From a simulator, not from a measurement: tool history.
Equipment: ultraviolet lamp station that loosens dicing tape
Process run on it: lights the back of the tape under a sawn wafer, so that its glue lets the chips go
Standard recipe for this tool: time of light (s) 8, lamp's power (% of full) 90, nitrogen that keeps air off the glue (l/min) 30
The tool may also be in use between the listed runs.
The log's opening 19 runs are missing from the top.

run,hour,time of light (s),lamp's power (% of full),nitrogen that keeps air off the glue (l/min),hours of work of the lamp,hours of work since the window was cleaned,force that peels the tape off (N),light that reached the tape (J/m2)
20,187.4,11,90,30,418,79,0.370,7770
21,196.8,11,90,30,423,85,0.357,7710
22,203.6,5,90,12,427,88,2.391,3520
23,209.9,6,86,30,430,92,1.246,3980
24,217.1,9,88,17,434,96,0.943,6140
25,223.6,8,93,49,438,100,0.491,5730
26,236.6,8,93,9,445,107,1.581,5690
27,243.3,8,93,9,449,111,1.619,5710
28,250.8,10,93,11,453,115,0.992,7140
29,258.0,5,71,47,457,119,1.738,2700
30,268.9,6,98,47,463,125,0.805,4500
31,281.7,6,98,47,471,132,0.849,4520
32,289.8,8,92,37,475,137,0.628,5540
33,296.5,9,72,39,479,141,0.771,4910
34,308.0,9,72,39,485,147,0.794,4840
35,321.1,8,65,20,493,154,1.665,3860
36,327.8,12,93,20,496,158,0.444,8140
37,333.9,8,81,30,500,162,0.968,4800
38,346.1,4,71,31,507,168,2.699,2110
39,359.0,8,94,30,514,176,0.753,5550

Forecast each of these 3 alternatives for the next run:
A,372.1,8,62,30,521,183,?,?
B,372.1,8,83,30,521,183,?,?
C,372.1,9,65,30,521,183,?,?

run,force that peels the tape off (N),light that reached the tape (J/m2)
A,1.544,3620
B,0.937,4880
C,1.185,4300
Without the tool's hidden state the same runs would have given:
run,force that peels the tape off (N),light that reached the tape (J/m2)
A,1.120,4490
B,0.626,6040
C,0.819,5320
